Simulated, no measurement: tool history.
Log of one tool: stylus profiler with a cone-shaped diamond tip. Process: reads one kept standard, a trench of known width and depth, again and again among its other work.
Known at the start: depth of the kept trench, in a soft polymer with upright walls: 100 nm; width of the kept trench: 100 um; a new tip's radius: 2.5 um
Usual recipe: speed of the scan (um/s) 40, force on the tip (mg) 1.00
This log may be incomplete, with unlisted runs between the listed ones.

run	hour	speed of the scan (um/s)	force on the tip (mg)	depth of the trench (angstrom)	width of the trench's floor (um)
1	0.0	40	1.00	1007.0	98.12
2	14.5	40	1.00	1007.1	98.15
3	26.3	118	1.00	1006.5	97.60
4	39.0	29	1.00	1006.3	98.25
5	50.6	37	1.00	1007.0	98.11
6	67.5	37	1.00	1006.5	98.17
7	76.4	37	1.00	1006.2	98.11
8	89.2	37	1.00	1006.3	98.10
9	105.9	40	2.32	1012.9	98.16
10	122.0	50	1.00	1005.6	98.06
11	129.5	50	1.00	1006.3	97.99
12	143.1	40	1.00	1007.1	98.10
13	156.0	40	2.19	1012.9	98.22
14	166.1	40	2.19	1012.4	98.17
15	182.5	40	1.00	1006.2	98.09
16	194.4	40	1.00	1006.7	98.09
17	207.0	40	1.00	1005.4	98.06
18	223.8	40	1.00	1004.6	98.06
19	234.8	40	1.00	1005.0	98.04
20	247.1	40	1.00	1008.8	98.06
21	261.5	40	1.00	1008.9	98.07
22	278.1	41	1.00	1008.5	98.03
23	286.9	41	1.00	1008.5	98.06
24	296.2	41	1.00	1009.0	98.00
25	304.4	21	1.00	1008.2	98.15
26	311.4	21	1.00	1008.6	98.15
27	321.5	21	1.00	1008.8	98.11
28	338.0	48	1.59	1012.2	98.02
29	345.7	40	2.29	1015.5	98.08
30	359.7	40	2.29	1014.4	98.05
31	370.4	40	2.29	1015.6	98.09
32	381.7	69	2.97	1018.1	97.98
33	396.7	21	2.68	1016.5	98.10
34	405.0	21	2.68	1016.6	98.20
35	415.8	19	0.35	1003.6	98.02
36	431.0	13	0.74	1006.8	98.13
37	443.1	48	1.99	1013.9	98.04
38	459.0	48	1.99	1013.5	98.02
39	469.2	27	1.79	1011.9	98.11
40	480.4	22	1.02	1008.8	98.09
41	492.7	66	0.37	1003.6	97.56
42	503.0	77	0.84	1006.9	97.67
43	514.3	46	0.84	1006.8	97.79
44	530.6	85	0.38	1004.3	97.32
45	538.2	48	0.58	1005.2	97.84
46	552.9	33	1.37	1010.0	98.01

Not shown: 2 entries that the log had between the listed runs. Between which runs, and how does the tool's hidden state differ before and after?
Runs 16 to 17: height scale calibrated on a step standard (hour 195.9)
  radius of the tip, um: 3.53 -> 3.55; height scale over the true one, %: -0.219 -> -0.356
  measured less the result without the state, depth of the trench (angstrom): -2.2 -> -3.6; width of the trench's floor (um): -0.27 -> -0.27
Runs 19 to 20: height scale calibrated on a step standard, once more (hour 238.4)
  radius of the tip, um: 3.58 -> 3.6; height scale over the true one, %: -0.363 -> 0.036
  measured less the result without the state, depth of the trench (angstrom): -3.7 -> +0.4; width of the trench's floor (um): -0.29 -> -0.29
